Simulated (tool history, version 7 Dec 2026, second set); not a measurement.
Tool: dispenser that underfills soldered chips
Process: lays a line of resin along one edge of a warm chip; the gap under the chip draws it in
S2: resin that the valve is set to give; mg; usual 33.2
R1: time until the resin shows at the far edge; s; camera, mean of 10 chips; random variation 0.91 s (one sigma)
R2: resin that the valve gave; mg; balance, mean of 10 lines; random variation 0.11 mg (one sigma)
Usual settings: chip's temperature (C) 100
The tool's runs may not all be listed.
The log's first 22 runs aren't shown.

-- hour=78.6 new syringe of resin
run 23 hour=81.8 | chip's_temperature_(C)=97 S2=39.8 | R1=107.5 R2=39.39
run 24 hour=86.6 | chip's_temperature_(C)=96 S2=37.1 | R1=134.7 R2=36.86
-- hour=90.2 new syringe of resin
run 25 hour=91.5 | chip's_temperature_(C)=108 S2=30.6 | R1=70.3 R2=30.37
run 26 hour=94.4 | chip's_temperature_(C)=109 S2=33.5 | R1=75.3 R2=32.97
run 27 hour=98.7 | chip's_temperature_(C)=105 S2=28.9 | R1=107.8 R2=28.39
-- hour=102.0 new syringe of resin
run 28 hour=103.0 | chip's_temperature_(C)=114 S2=28.5 | R1=58.8 R2=27.87
run 29 hour=105.9 | chip's_temperature_(C)=108 S2=35.7 | R1=77.4 R2=35.00
run 30 hour=108.4 | chip's_temperature_(C)=115 S2=41.7 | R1=66.8 R2=40.70
run 31 hour=111.3 | chip's_temperature_(C)=111 S2=31.4 | R1=86.6 R2=30.81
-- hour=113.5 new syringe of resin
run 32 hour=116.6 | chip's_temperature_(C)=102 S2=43.1 | R1=89.5 R2=42.07
run 33 hour=119.8 | chip's_temperature_(C)=94 S2=41.2 | R1=135.7 R2=40.16
run 34 hour=123.8 | chip's_temperature_(C)=94 S2=41.2 | R1=159.0 R2=40.08
-- hour=125.4 new syringe of resin
run 35 hour=128.6 | chip's_temperature_(C)=94 S2=41.2 | R1=122.5 R2=39.97

5 ways to go on from here, each from the tool as it stands after run 35. What would each give?
-- hour=131.8 dispensing valve cleaned and set on the balance
run A hour=132.8 | chip's_temperature_(C)=96 S2=39.0 | R1=? R2=?
-- hour=131.8 dispensing valve cleaned and set on the balance
run B hour=132.8 | chip's_temperature_(C)=111 S2=39.5 | R1=? R2=?
-- hour=131.8 dispensing valve cleaned and set on the balance
run C hour=132.8 | chip's_temperature_(C)=108 S2=35.7 | R1=? R2=?
-- hour=131.8 dispensing valve cleaned and set on the balance
run D hour=132.8 | chip's_temperature_(C)=103 S2=41.4 | R1=? R2=?
-- hour=131.8 dispensing valve cleaned and set on the balance
run E hour=132.8 | chip's_temperature_(C)=86 S2=29.1 | R1=? R2=?

run=A R1=127.8 R2=39.12
run=B R1=74.8 R2=39.64
run=C R1=85.2 R2=35.75
run=D R1=101.4 R2=41.08
run=E R1=198.4 R2=29.15
Without the tool's hidden state the same runs would have given:
run=A R1=97.1 R2=39.06
run=B R1=57.0 R2=39.57
run=C R1=64.7 R2=35.69
run=D R1=77.1 R2=41.01
run=E R1=150.6 R2=29.10
